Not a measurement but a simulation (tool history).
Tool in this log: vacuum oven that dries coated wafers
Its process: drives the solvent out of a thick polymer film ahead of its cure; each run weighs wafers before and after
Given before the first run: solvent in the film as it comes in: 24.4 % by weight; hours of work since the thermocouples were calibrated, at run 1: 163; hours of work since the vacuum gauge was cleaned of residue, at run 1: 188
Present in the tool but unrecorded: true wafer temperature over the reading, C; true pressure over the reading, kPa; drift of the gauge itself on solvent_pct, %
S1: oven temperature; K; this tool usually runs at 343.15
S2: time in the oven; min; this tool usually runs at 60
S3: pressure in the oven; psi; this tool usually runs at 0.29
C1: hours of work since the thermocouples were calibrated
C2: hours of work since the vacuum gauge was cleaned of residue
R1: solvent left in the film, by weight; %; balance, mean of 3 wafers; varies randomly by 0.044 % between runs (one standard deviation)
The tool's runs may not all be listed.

run 1 hour=0 | S1=343.15 S2=60 S3=0.29 | C1=163 C2=188 | R1=2.54
run 2 hour=11.2 | S1=343.15 S2=60 S3=0.29 | C1=169 C2=194 | R1=2.56
run 3 hour=22.5 | S1=343.15 S2=60 S3=0.29 | C1=176 C2=200 | R1=2.65
run 4 hour=33.6 | S1=343.15 S2=60 S3=0.29 | C1=182 C2=206 | R1=2.55
run 5 hour=40.7 | S1=343.15 S2=60 S3=0.29 | C1=186 C2=210 | R1=2.55
run 6 hour=49.1 | S1=343.15 S2=60 S3=0.29 | C1=190 C2=215 | R1=2.66
run 7 hour=57.2 | S1=343.15 S2=60 S3=0.261 | C1=195 C2=219 | R1=2.42
run 8 hour=64.9 | S1=343.15 S2=60 S3=0.261 | C1=199 C2=224 | R1=2.53
run 9 hour=79 | S1=343.15 S2=60 S3=0.463 | C1=206 C2=231 | R1=3.44
run 10 hour=91 | S1=354.15 S2=60 S3=0.29 | C1=213 C2=238 | R1=0.96
run 11 hour=102.3 | S1=355.15 S2=60 S3=0.29 | C1=219 C2=244 | R1=0.97
run 12 hour=114.8 | S1=355.15 S2=60 S3=0.29 | C1=226 C2=251 | R1=0.92
run 13 hour=124.2 | S1=355.15 S2=60 S3=0.29 | C1=231 C2=256 | R1=0.95
run 14 hour=138.6 | S1=355.15 S2=60 S3=0.615 | C1=239 C2=264 | R1=1.98
run 15 hour=153 | S1=355.15 S2=60 S3=0.29 | C1=247 C2=272 | R1=0.99
run 16 hour=168.9 | S1=353.15 S2=60 S3=0.29 | C1=256 C2=280 | R1=1.06
run 17 hour=182.4 | S1=353.15 S2=60 S3=0.29 | C1=263 C2=288 | R1=1.13
run 18 hour=198.4 | S1=343.15 S2=76 S3=0.29 | C1=272 C2=296 | R1=2.07
run 19 hour=213.4 | S1=343.15 S2=60 S3=0.29 | C1=280 C2=305 | R1=2.7
run 20 hour=226.6 | S1=343.15 S2=60 S3=0.29 | C1=287 C2=312 | R1=2.64
run 21 hour=243 | S1=334.15 S2=60 S3=0.29 | C1=296 C2=321 | R1=6.81
run 22 hour=260.1 | S1=341.15 S2=60 S3=0.29 | C1=305 C2=330 | R1=3.43
run 23 hour=275.5 | S1=343.15 S2=60 S3=0.29 | C1=314 C2=338 | R1=2.64
run 24 hour=286.2 | S1=343.15 S2=60 S3=0.29 | C1=320 C2=344 | R1=2.67
run 25 hour=295.5 | S1=333.15 S2=35 S3=0.165 | C1=325 C2=349 | R1=10.35
run 26 hour=303.8 | S1=333.15 S2=35 S3=0.165 | C1=329 C2=354 | R1=10.38
run 27 hour=320 | S1=343.15 S2=60 S3=0.426 | C1=338 C2=363 | R1=3.35
run 28 hour=335.3 | S1=343.15 S2=32 S3=0.415 | C1=346 C2=371 | R1=6.07
run 29 hour=342.9 | S1=357.15 S2=31 S3=0.29 | C1=351 C2=375 | R1=1.25
run 30 hour=355.3 | S1=357.15 S2=31 S3=0.29 | C1=357 C2=382 | R1=1.16
run 31 hour=372.7 | S1=343.15 S2=64 S3=0.235 | C1=367 C2=392 | R1=2.19
run 32 hour=389.4 | S1=343.15 S2=64 S3=0.235 | C1=376 C2=401 | R1=2.19
run 33 hour=396.9 | S1=343.15 S2=64 S3=0.235 | C1=380 C2=405 | R1=2.17
run 34 hour=413.5 | S1=343.15 S2=64 S3=0.235 | C1=389 C2=414 | R1=2.21
run 35 hour=422 | S1=352.15 S2=64 S3=0.22 | C1=394 C2=418 | R1=0.94
run 36 hour=431.6 | S1=343.15 S2=32 S3=0.29 | C1=399 C2=424 | R1=5.75
run 37 hour=440.6 | S1=335.15 S2=60 S3=0.759 | C1=404 C2=429 | R1=9.22
run 38 hour=451.9 | S1=330.15 S2=40 S3=0.554 | C1=410 C2=435 | R1=13.53
run 39 hour=460.4 | S1=340.15 S2=32 S3=0.773 | C1=415 C2=439 | R1=9.61
run 40 hour=471.5 | S1=351.15 S2=60 S3=0.582 | C1=421 C2=445 | R1=2.39
run 41 hour=481.9 | S1=337.15 S2=106 S3=0.415 | C1=426 C2=451 | R1=3.76
run 42 hour=498.6 | S1=352.15 S2=60 S3=0.29 | C1=436 C2=460 | R1=1.21
run 43 hour=511.8 | S1=356.15 S2=67 S3=0.29 | C1=443 C2=467 | R1=0.93
run 44 hour=523.4 | S1=356.15 S2=67 S3=0.29 | C1=449 C2=474 | R1=0.97
run 45 hour=538.2 | S1=348.15 S2=60 S3=0.29 | C1=457 C2=482 | R1=1.56
run 46 hour=545.9 | S1=348.15 S2=60 S3=0.29 | C1=461 C2=486 | R1=1.61
run 47 hour=560.8 | S1=346.15 S2=88 S3=0.181 | C1=469 C2=494 | R1=0.95

Pick out some run-to-run changes in R1. Of each, how much would a tool without hidden state show as well, from the settings, what came in and chance, and how much is left for the hidden state and any gauge scatter not in both results compared?
Run 24 -> 25: S1 343.15 -> 333.15, S2 60 -> 35, S3 0.29 -> 0.165. R1 +7.68 %: hidden state +0.08, all else +7.6.
Run 26 -> 27: S1 333.15 -> 343.15, S2 35 -> 60, S3 0.165 -> 0.426. R1 -7.03 %: hidden state -0.07, all else -6.96.
Run 28 -> 29: S1 343.15 -> 357.15, S2 32 -> 31, S3 0.415 -> 0.29. R1 -4.82 %: hidden state -0.14, all else -4.68.
Run 35 -> 36: S1 352.15 -> 343.15, S2 64 -> 32, S3 0.22 -> 0.29. R1 +4.81 %: hidden state +0.17, all else +4.64.
Run 39 -> 40: S1 340.15 -> 351.15, S2 32 -> 60, S3 0.773 -> 0.582. R1 -7.22 %: hidden state -0.2, all else -7.02.
